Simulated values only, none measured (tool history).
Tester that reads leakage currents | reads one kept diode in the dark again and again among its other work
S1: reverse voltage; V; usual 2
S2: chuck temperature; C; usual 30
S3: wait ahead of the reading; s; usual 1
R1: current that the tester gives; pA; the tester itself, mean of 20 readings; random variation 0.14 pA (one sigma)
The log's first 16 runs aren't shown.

run 17 day=100.4 | S1=2.73 S2=30 S3=1 | R1=49.24
run 18 day=107.571 | S1=2.73 S2=30 S3=1 | R1=48.42
run 19 day=114.892 | S1=2.73 S2=30 S3=1 | R1=47.69
-- day=117.2 chuck's temperature calibrated
run 20 day=120.971 | S1=2.73 S2=30 S3=1 | R1=51.98
run 21 day=124.804 | S1=3.19 S2=30 S3=1 | R1=56
run 22 day=130.971 | S1=8.08 S2=26 S3=6.89 | R1=67.8
run 23 day=137.462 | S1=8.08 S2=26 S3=6.89 | R1=66.68
run 24 day=141.642 | S1=8.08 S2=26 S3=6.89 | R1=66.17
run 25 day=149.617 | S1=1.3 S2=57 S3=1 | R1=183.57
run 26 day=157.667 | S1=2 S2=42 S3=2.65 | R1=89.6
-- day=159.067 chuck's temperature calibrated
-- day=162.212 tester calibrated
run 27 day=164.779 | S1=4.52 S2=41 S3=3.75 | R1=135.31
run 28 day=168.367 | S1=2.37 S2=41 S3=1.39 | R1=96.99
run 29 day=176.083 | S1=2.37 S2=41 S3=1.39 | R1=94.9
run 30 day=183.454 | S1=1.81 S2=25 S3=4.64 | R1=27.74
run 31 day=191.075 | S1=1.81 S2=25 S3=4.64 | R1=27.49
-- day=192.379 probe card cleaned and baked
run 32 day=199.367 | S1=2 S2=30 S3=1.01 | R1=39.68
-- day=201.225 chuck's temperature calibrated
run 33 day=208.029 | S1=12.95 S2=22 S3=1.01 | R1=67.07

Forecast run 34:
run 34 day=214.412 | S1=15.36 S2=38 S3=1.32 | R1=?

R1: 208.99 pA
Without the tool's hidden state the same run would have given R1 213.98 pA.
